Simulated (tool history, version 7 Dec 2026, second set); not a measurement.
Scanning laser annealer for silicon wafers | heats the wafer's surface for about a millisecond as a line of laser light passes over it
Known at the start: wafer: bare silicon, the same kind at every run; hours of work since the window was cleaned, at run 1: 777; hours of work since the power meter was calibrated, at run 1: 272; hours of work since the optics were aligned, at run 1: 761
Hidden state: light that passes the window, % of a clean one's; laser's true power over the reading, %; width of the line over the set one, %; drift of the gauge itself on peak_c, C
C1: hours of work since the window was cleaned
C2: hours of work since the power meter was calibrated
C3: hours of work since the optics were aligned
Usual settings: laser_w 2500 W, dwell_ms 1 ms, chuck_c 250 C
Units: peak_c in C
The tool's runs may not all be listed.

{"run": 1, "hour": 0.0, "laser_w": 2500, "dwell_ms": 1, "chuck_c": 250, "C1": 777, "C2": 272, "C3": 761, "peak_c": 1054}
{"hour": 28.3, "done": "window over the wafer cleaned"}
{"run": 2, "hour": 42.5, "laser_w": 2339, "dwell_ms": 1, "chuck_c": 250, "C1": 9, "C2": 297, "C3": 786, "peak_c": 1001}
{"run": 3, "hour": 106.2, "laser_w": 2500, "dwell_ms": 1.22, "chuck_c": 250, "C1": 48, "C2": 337, "C3": 826, "peak_c": 1145}
{"run": 4, "hour": 190.4, "laser_w": 2500, "dwell_ms": 1, "chuck_c": 250, "C1": 100, "C2": 389, "C3": 878, "peak_c": 1057}
{"run": 5, "hour": 264.0, "laser_w": 2500, "dwell_ms": 1, "chuck_c": 250, "C1": 146, "C2": 434, "C3": 923, "peak_c": 1057}
{"run": 6, "hour": 337.6, "laser_w": 2500, "dwell_ms": 1, "chuck_c": 250, "C1": 191, "C2": 480, "C3": 969, "peak_c": 1056}
{"hour": 350.3, "done": "optics aligned, line set to its width"}
{"run": 7, "hour": 426.6, "laser_w": 2500, "dwell_ms": 1, "chuck_c": 250, "C1": 243, "C2": 532, "C3": 47, "peak_c": 1057}
{"run": 8, "hour": 515.3, "laser_w": 2500, "dwell_ms": 1, "chuck_c": 250, "C1": 298, "C2": 587, "C3": 102, "peak_c": 1057}
{"run": 9, "hour": 577.8, "laser_w": 2500, "dwell_ms": 1, "chuck_c": 250, "C1": 337, "C2": 625, "C3": 141, "peak_c": 1057}
{"run": 10, "hour": 668.3, "laser_w": 2500, "dwell_ms": 1, "chuck_c": 250, "C1": 393, "C2": 681, "C3": 197, "peak_c": 1056}
{"run": 11, "hour": 725.8, "laser_w": 2500, "dwell_ms": 1, "chuck_c": 250, "C1": 429, "C2": 717, "C3": 232, "peak_c": 1056}
{"run": 12, "hour": 781.7, "laser_w": 2500, "dwell_ms": 1, "chuck_c": 289, "C1": 463, "C2": 752, "C3": 267, "peak_c": 1098}
{"run": 13, "hour": 880.3, "laser_w": 2500, "dwell_ms": 1.02, "chuck_c": 289, "C1": 524, "C2": 813, "C3": 328, "peak_c": 1102}
{"run": 14, "hour": 942.9, "laser_w": 2500, "dwell_ms": 1, "chuck_c": 250, "C1": 563, "C2": 851, "C3": 367, "peak_c": 1060}
{"run": 15, "hour": 1008.5, "laser_w": 2335, "dwell_ms": 1, "chuck_c": 250, "C1": 604, "C2": 892, "C3": 407, "peak_c": 999}
{"run": 16, "hour": 1080.3, "laser_w": 2500, "dwell_ms": 0.96, "chuck_c": 250, "C1": 648, "C2": 936, "C3": 452, "peak_c": 1038}
{"run": 17, "hour": 1145.9, "laser_w": 2500, "dwell_ms": 1.14, "chuck_c": 250, "C1": 689, "C2": 977, "C3": 492, "peak_c": 1112}
{"run": 18, "hour": 1191.9, "laser_w": 2500, "dwell_ms": 1.14, "chuck_c": 250, "C1": 717, "C2": 1005, "C3": 521, "peak_c": 1111}
{"run": 19, "hour": 1249.4, "laser_w": 2500, "dwell_ms": 1.14, "chuck_c": 250, "C1": 753, "C2": 1041, "C3": 556, "peak_c": 1115}
{"hour": 1312.0, "done": "window over the wafer cleaned"}
{"run": 20, "hour": 1347.2, "laser_w": 2500, "dwell_ms": 1.14, "chuck_c": 250, "C1": 22, "C2": 1100, "C3": 616, "peak_c": 1117}
{"run": 21, "hour": 1438.7, "laser_w": 2500, "dwell_ms": 1.16, "chuck_c": 250, "C1": 78, "C2": 1157, "C3": 672, "peak_c": 1121}
{"run": 22, "hour": 1520.2, "laser_w": 2500, "dwell_ms": 1.16, "chuck_c": 250, "C1": 129, "C2": 1207, "C3": 723, "peak_c": 1124}
{"run": 23, "hour": 1585.2, "laser_w": 2500, "dwell_ms": 0.79, "chuck_c": 269, "C1": 169, "C2": 1248, "C3": 763, "peak_c": 982}
{"run": 24, "hour": 1641.8, "laser_w": 2500, "dwell_ms": 0.79, "chuck_c": 269, "C1": 204, "C2": 1283, "C3": 798, "peak_c": 983}
{"run": 25, "hour": 1687.7, "laser_w": 2493, "dwell_ms": 1, "chuck_c": 216, "C1": 232, "C2": 1311, "C3": 826, "peak_c": 1020}
{"run": 26, "hour": 1781.4, "laser_w": 2620, "dwell_ms": 0.99, "chuck_c": 232, "C1": 290, "C2": 1369, "C3": 884, "peak_c": 1077}
{"run": 27, "hour": 1852.2, "laser_w": 2500, "dwell_ms": 0.84, "chuck_c": 250, "C1": 334, "C2": 1413, "C3": 928, "peak_c": 985}
{"run": 28, "hour": 1912.3, "laser_w": 2440, "dwell_ms": 0.93, "chuck_c": 231, "C1": 371, "C2": 1450, "C3": 965, "peak_c": 988}
{"hour": 1928.1, "done": "optics aligned, line set to its width"}
{"run": 29, "hour": 1957.3, "laser_w": 2222, "dwell_ms": 0.93, "chuck_c": 256, "C1": 396, "C2": 1475, "C3": 18, "peak_c": 941}
{"run": 30, "hour": 2025.8, "laser_w": 2258, "dwell_ms": 0.74, "chuck_c": 253, "C1": 439, "C2": 1517, "C3": 60, "peak_c": 870}
{"run": 31, "hour": 2118.3, "laser_w": 2594, "dwell_ms": 0.74, "chuck_c": 253, "C1": 496, "C2": 1574, "C3": 118, "peak_c": 968}
{"run": 32, "hour": 2198.4, "laser_w": 2594, "dwell_ms": 0.74, "chuck_c": 253, "C1": 545, "C2": 1624, "C3": 167, "peak_c": 969}
{"run": 33, "hour": 2261.6, "laser_w": 2594, "dwell_ms": 0.74, "chuck_c": 253, "C1": 585, "C2": 1663, "C3": 206, "peak_c": 971}
{"run": 34, "hour": 2337.9, "laser_w": 2594, "dwell_ms": 1.16, "chuck_c": 216, "C1": 632, "C2": 1710, "C3": 254, "peak_c": 1124}
{"run": 35, "hour": 2383.4, "laser_w": 2594, "dwell_ms": 1.16, "chuck_c": 216, "C1": 660, "C2": 1738, "C3": 282, "peak_c": 1124}
{"run": 36, "hour": 2458.4, "laser_w": 2623, "dwell_ms": 1.16, "chuck_c": 255, "C1": 706, "C2": 1785, "C3": 328, "peak_c": 1170}
{"run": 37, "hour": 2517.2, "laser_w": 2623, "dwell_ms": 1.16, "chuck_c": 255, "C1": 743, "C2": 1821, "C3": 365, "peak_c": 1170}
{"run": 38, "hour": 2574.5, "laser_w": 2146, "dwell_ms": 0.91, "chuck_c": 249, "C1": 778, "C2": 1857, "C3": 400, "peak_c": 902}
{"hour": 2599.6, "done": "window over the wafer cleaned"}
{"run": 39, "hour": 2665.4, "laser_w": 2500, "dwell_ms": 1.22, "chuck_c": 254, "C1": 41, "C2": 1912, "C3": 455, "peak_c": 1152}
{"run": 40, "hour": 2733.3, "laser_w": 2500, "dwell_ms": 1.02, "chuck_c": 250, "C1": 83, "C2": 1954, "C3": 497, "peak_c": 1064}
{"run": 41, "hour": 2812.9, "laser_w": 2631, "dwell_ms": 1.17, "chuck_c": 216, "C1": 132, "C2": 2003, "C3": 546, "peak_c": 1142}

Forecast each of these 3 alternatives for the next run:
{"run": "A", "hour": 2888.2, "laser_w": 2149, "dwell_ms": 0.85, "chuck_c": 287, "C1": 179, "C2": 2050, "C3": 593, "peak_c": "?"}
{"run": "B", "hour": 2888.2, "laser_w": 2500, "dwell_ms": 0.81, "chuck_c": 240, "C1": 179, "C2": 2050, "C3": 593, "peak_c": "?"}
{"run": "C", "hour": 2888.2, "laser_w": 2631, "dwell_ms": 1, "chuck_c": 216, "C1": 179, "C2": 2050, "C3": 593, "peak_c": "?"}

run=A peak_c=922
run=B peak_c=961
run=C peak_c=1066
Without the tool's hidden state the same runs would have given:
run=A peak_c=922
run=B peak_c=962
run=C peak_c=1067
